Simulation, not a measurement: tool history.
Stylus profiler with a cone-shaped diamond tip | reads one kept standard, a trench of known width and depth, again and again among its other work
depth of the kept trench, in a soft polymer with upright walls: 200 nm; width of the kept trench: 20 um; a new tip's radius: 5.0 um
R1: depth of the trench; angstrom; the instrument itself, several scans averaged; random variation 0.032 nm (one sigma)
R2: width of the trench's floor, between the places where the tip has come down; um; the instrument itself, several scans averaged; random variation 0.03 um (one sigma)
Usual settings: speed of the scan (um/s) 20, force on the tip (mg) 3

{"run": 1, "hour": 0.0, "speed of the scan (um/s)": 20, "force on the tip (mg)": 3, "R1": 2039.4, "R2": 16.88}
{"run": 2, "hour": 72.7, "speed of the scan (um/s)": 21, "force on the tip (mg)": 3, "R1": 2040.1, "R2": 16.81}
{"run": 3, "hour": 155.3, "speed of the scan (um/s)": 21, "force on the tip (mg)": 3, "R1": 2039.5, "R2": 16.8}
{"run": 4, "hour": 225.3, "speed of the scan (um/s)": 21, "force on the tip (mg)": 3, "R1": 2040.2, "R2": 16.78}
{"run": 5, "hour": 269.5, "speed of the scan (um/s)": 21, "force on the tip (mg)": 3, "R1": 2040.6, "R2": 16.74}
{"run": 6, "hour": 330.6, "speed of the scan (um/s)": 20, "force on the tip (mg)": 2.69, "R1": 2038.8, "R2": 16.74}
{"run": 7, "hour": 405.4, "speed of the scan (um/s)": 20, "force on the tip (mg)": 3, "R1": 2041.4, "R2": 16.76}
{"hour": 497.7, "done": "height scale calibrated on a step standard"}
{"run": 8, "hour": 497.7, "speed of the scan (um/s)": 20, "force on the tip (mg)": 3, "R1": 2043.8, "R2": 16.67}
{"run": 9, "hour": 563.1, "speed of the scan (um/s)": 20, "force on the tip (mg)": 3, "R1": 2043.9, "R2": 16.66}
{"run": 10, "hour": 649.5, "speed of the scan (um/s)": 20, "force on the tip (mg)": 4.01, "R1": 2051.7, "R2": 16.66}
{"run": 11, "hour": 740.5, "speed of the scan (um/s)": 14, "force on the tip (mg)": 4.01, "R1": 2052.2, "R2": 16.6}
{"run": 12, "hour": 822.5, "speed of the scan (um/s)": 20, "force on the tip (mg)": 8.15, "R1": 2078.6, "R2": 16.57}
{"hour": 908.3, "done": "height scale calibrated on a step standard, once more"}
{"run": 13, "hour": 911.6, "speed of the scan (um/s)": 11, "force on the tip (mg)": 3, "R1": 2035.4, "R2": 16.53}
{"run": 14, "hour": 992.8, "speed of the scan (um/s)": 11, "force on the tip (mg)": 3, "R1": 2036, "R2": 16.51}
{"run": 15, "hour": 1044.0, "speed of the scan (um/s)": 56, "force on the tip (mg)": 3, "R1": 2036.3, "R2": 16.43}
{"run": 16, "hour": 1083.7, "speed of the scan (um/s)": 56, "force on the tip (mg)": 5.43, "R1": 2053.2, "R2": 16.44}
{"run": 17, "hour": 1150.9, "speed of the scan (um/s)": 59, "force on the tip (mg)": 7.82, "R1": 2068.2, "R2": 16.39}
{"run": 18, "hour": 1193.9, "speed of the scan (um/s)": 16, "force on the tip (mg)": 1.56, "R1": 2023.8, "R2": 16.48}
{"run": 19, "hour": 1279.4, "speed of the scan (um/s)": 61, "force on the tip (mg)": 5.96, "R1": 2057.7, "R2": 16.37}
{"run": 20, "hour": 1323.3, "speed of the scan (um/s)": 20, "force on the tip (mg)": 1.5, "R1": 2023.5, "R2": 16.42}
{"run": 21, "hour": 1397.0, "speed of the scan (um/s)": 26, "force on the tip (mg)": 4.94, "R1": 2051.6, "R2": 16.43}
{"run": 22, "hour": 1463.4, "speed of the scan (um/s)": 20, "force on the tip (mg)": 4.26, "R1": 2047.4, "R2": 16.39}
{"run": 23, "hour": 1503.9, "speed of the scan (um/s)": 20, "force on the tip (mg)": 4.26, "R1": 2046.9, "R2": 16.34}
{"run": 24, "hour": 1581.4, "speed of the scan (um/s)": 23, "force on the tip (mg)": 5.46, "R1": 2055.3, "R2": 16.32}
{"run": 25, "hour": 1645.8, "speed of the scan (um/s)": 15, "force on the tip (mg)": 4.67, "R1": 2050.1, "R2": 16.3}
{"run": 26, "hour": 1719.0, "speed of the scan (um/s)": 71, "force on the tip (mg)": 3, "R1": 2039, "R2": 16.11}
{"hour": 1763.1, "done": "new tip fitted, height scale calibrated"}
{"run": 27, "hour": 1763.1, "speed of the scan (um/s)": 8, "force on the tip (mg)": 3.23, "R1": 2036, "R2": 17.18}

The next listed run, before its measurement:
{"run": 28, "hour": 1803.4, "speed of the scan (um/s)": 8, "force on the tip (mg)": 3.23, "R1": "?", "R2": "?"}

R1: 2036.4 angstrom
R2: 17.18 um
Without the tool's hidden state the same run would have given R1 2036.9 angstrom, R2 17.17 um.

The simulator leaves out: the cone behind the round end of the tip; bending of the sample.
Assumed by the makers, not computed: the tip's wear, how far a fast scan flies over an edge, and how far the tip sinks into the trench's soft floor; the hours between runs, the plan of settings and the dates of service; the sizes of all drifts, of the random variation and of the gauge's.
